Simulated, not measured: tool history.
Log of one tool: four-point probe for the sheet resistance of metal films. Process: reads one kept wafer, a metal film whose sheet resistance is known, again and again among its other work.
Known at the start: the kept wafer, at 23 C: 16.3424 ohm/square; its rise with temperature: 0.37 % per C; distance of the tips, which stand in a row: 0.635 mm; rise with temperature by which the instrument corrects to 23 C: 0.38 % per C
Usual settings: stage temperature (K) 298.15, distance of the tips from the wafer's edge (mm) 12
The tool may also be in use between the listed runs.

run,day,stage temperature (K),distance of the tips from the wafer's edge (mm),sheet resistance as the instrument gives it (ohm/square)
1,0.000,298.15,12,16.335649
2,3.358,298.15,12,16.315755
3,5.312,298.15,12,16.314335
4,6.754,298.15,12,16.305902
5,8.279,298.15,12,16.297309
6,10.975,298.15,12,16.295822
7,13.392,292.15,12,16.286437
8,16.646,298.15,12,16.270171
9,18.662,298.15,12,16.264711
10,21.371,298.15,12,16.260300
11,24.071,298.15,12,16.243557
12,25.579,298.15,12,16.238232
13,28.029,293.15,4,16.437466
14,30.604,293.15,4,16.423691
15,32.321,293.15,4,16.422634
16,34.679,303.15,24,16.183510
17,37.371,303.15,24,16.175394
18,40.325,303.15,24,16.171651

Hidden state or all else? Some run-to-run changes of sheet resistance as the instrument gives it (ohm/square), split into what the settings, what came in and random variation would give without the hidden state, and what is left for the hidden state (with any gauge scatter that isn't in both results):
The hidden state here: inner tips' distance over the nominal, %; tips' flats over new ones', %; wafer's true temperature over the reading, C; drift of the gauge itself on sheet_ohm, %.
Run 7 -> 8: stage temperature (K) 292.15 -> 298.15. sheet resistance as the instrument gives it (ohm/square) -0.016266: hidden state -0.011596, all else -0.004670.
Run 15 -> 16: stage temperature (K) 293.15 -> 303.15, distance of the tips from the wafer's edge (mm) 4 -> 24. sheet resistance as the instrument gives it (ohm/square) -0.239124: hidden state -0.006222, all else -0.232902.

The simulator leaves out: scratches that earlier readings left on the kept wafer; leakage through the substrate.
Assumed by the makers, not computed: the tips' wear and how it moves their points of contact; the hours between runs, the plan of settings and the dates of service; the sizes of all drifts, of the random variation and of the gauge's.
